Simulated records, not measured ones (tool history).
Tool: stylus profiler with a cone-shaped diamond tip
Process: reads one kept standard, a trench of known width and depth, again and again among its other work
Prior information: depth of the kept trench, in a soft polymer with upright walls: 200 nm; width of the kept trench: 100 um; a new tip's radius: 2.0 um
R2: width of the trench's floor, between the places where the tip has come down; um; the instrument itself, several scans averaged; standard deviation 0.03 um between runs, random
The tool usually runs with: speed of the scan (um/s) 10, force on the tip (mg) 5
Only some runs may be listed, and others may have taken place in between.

run 1 day=0 | speed_of_the_scan_(um/s)=10 force_on_the_tip_(mg)=5 | depth_of_the_trench_(Å)=2024.1 R2=97.81
run 2 day=0.604 | speed_of_the_scan_(um/s)=10 force_on_the_tip_(mg)=1.82 | depth_of_the_trench_(Å)=2013.1 R2=97.78
run 3 day=1.162 | speed_of_the_scan_(um/s)=10 force_on_the_tip_(mg)=1.82 | depth_of_the_trench_(Å)=2014.6 R2=97.73
run 4 day=1.858 | speed_of_the_scan_(um/s)=10 force_on_the_tip_(mg)=1.82 | depth_of_the_trench_(Å)=2015.5 R2=97.83
run 5 day=2.442 | speed_of_the_scan_(um/s)=10 force_on_the_tip_(mg)=1.82 | depth_of_the_trench_(Å)=2015 R2=97.75
run 6 day=3.192 | speed_of_the_scan_(um/s)=10 force_on_the_tip_(mg)=1.82 | depth_of_the_trench_(Å)=2016.1 R2=97.81
run 7 day=3.8 | speed_of_the_scan_(um/s)=10 force_on_the_tip_(mg)=1.82 | depth_of_the_trench_(Å)=2015.5 R2=97.71
run 8 day=4.488 | speed_of_the_scan_(um/s)=10 force_on_the_tip_(mg)=1.82 | depth_of_the_trench_(Å)=2016.7 R2=97.75
run 9 day=4.85 | speed_of_the_scan_(um/s)=10 force_on_the_tip_(mg)=5 | depth_of_the_trench_(Å)=2024.8 R2=97.77
run 10 day=5.321 | speed_of_the_scan_(um/s)=10 force_on_the_tip_(mg)=5 | depth_of_the_trench_(Å)=2025.4 R2=97.78
run 11 day=5.775 | speed_of_the_scan_(um/s)=10 force_on_the_tip_(mg)=5 | depth_of_the_trench_(Å)=2025.2 R2=97.74
-- day=5.838 height scale calibrated on a step standard
run 12 day=6.267 | speed_of_the_scan_(um/s)=10 force_on_the_tip_(mg)=5 | depth_of_the_trench_(Å)=2027.1 R2=97.8
run 13 day=6.983 | speed_of_the_scan_(um/s)=10 force_on_the_tip_(mg)=5 | depth_of_the_trench_(Å)=2029 R2=97.73
run 14 day=7.633 | speed_of_the_scan_(um/s)=7 force_on_the_tip_(mg)=5 | depth_of_the_trench_(Å)=2027.1 R2=97.77
run 15 day=7.996 | speed_of_the_scan_(um/s)=4 force_on_the_tip_(mg)=6.99 | depth_of_the_trench_(Å)=2032.5 R2=97.75
run 16 day=8.604 | speed_of_the_scan_(um/s)=4 force_on_the_tip_(mg)=6.99 | depth_of_the_trench_(Å)=2032.2 R2=97.73
-- day=8.938 height scale calibrated on a step standard, once more
run 17 day=9.233 | speed_of_the_scan_(um/s)=4 force_on_the_tip_(mg)=6.99 | depth_of_the_trench_(Å)=2024.5 R2=97.69
run 18 day=9.817 | speed_of_the_scan_(um/s)=10 force_on_the_tip_(mg)=6.26 | depth_of_the_trench_(Å)=2022.7 R2=97.74
run 19 day=10.6 | speed_of_the_scan_(um/s)=4 force_on_the_tip_(mg)=6.96 | depth_of_the_trench_(Å)=2023.2 R2=97.75
run 20 day=11.154 | speed_of_the_scan_(um/s)=18 force_on_the_tip_(mg)=6.88 | depth_of_the_trench_(Å)=2024.1 R2=97.65
run 21 day=11.608 | speed_of_the_scan_(um/s)=10 force_on_the_tip_(mg)=6.93 | depth_of_the_trench_(Å)=2026.2 R2=97.69
run 22 day=12.096 | speed_of_the_scan_(um/s)=5 force_on_the_tip_(mg)=4.28 | depth_of_the_trench_(Å)=2018.9 R2=97.67
run 23 day=12.946 | speed_of_the_scan_(um/s)=14 force_on_the_tip_(mg)=2.49 | depth_of_the_trench_(Å)=2012 R2=97.62
run 24 day=13.725 | speed_of_the_scan_(um/s)=26 force_on_the_tip_(mg)=3.23 | depth_of_the_trench_(Å)=2014 R2=97.58
run 25 day=14.404 | speed_of_the_scan_(um/s)=3 force_on_the_tip_(mg)=2.54 | depth_of_the_trench_(Å)=2012.2 R2=97.67
run 26 day=15.042 | speed_of_the_scan_(um/s)=17 force_on_the_tip_(mg)=4.26 | depth_of_the_trench_(Å)=2018.3 R2=97.61
run 27 day=15.429 | speed_of_the_scan_(um/s)=5 force_on_the_tip_(mg)=6.06 | depth_of_the_trench_(Å)=2023 R2=97.64

Branching from run 27: 3 alternative next runs. What would each branch give?
run A day=16.138 | speed_of_the_scan_(um/s)=18 force_on_the_tip_(mg)=11.43 | depth_of_the_trench_(Å)=? R2=?
run B day=16.138 | speed_of_the_scan_(um/s)=21 force_on_the_tip_(mg)=1.95 | depth_of_the_trench_(Å)=? R2=?
run C day=16.138 | speed_of_the_scan_(um/s)=5 force_on_the_tip_(mg)=3.5 | depth_of_the_trench_(Å)=? R2=?

run=A depth_of_the_trench_(Å)=2035 R2=97.62
run=B depth_of_the_trench_(Å)=2011.9 R2=97.59
run=C depth_of_the_trench_(Å)=2015.2 R2=97.68
Take away the tool's hidden state, keep each run's random variation, and the runs would have read:
run=A depth_of_the_trench_(Å)=2034.8 R2=98.2
run=B depth_of_the_trench_(Å)=2011.7 R2=98.17
run=C depth_of_the_trench_(Å)=2015.1 R2=98.26
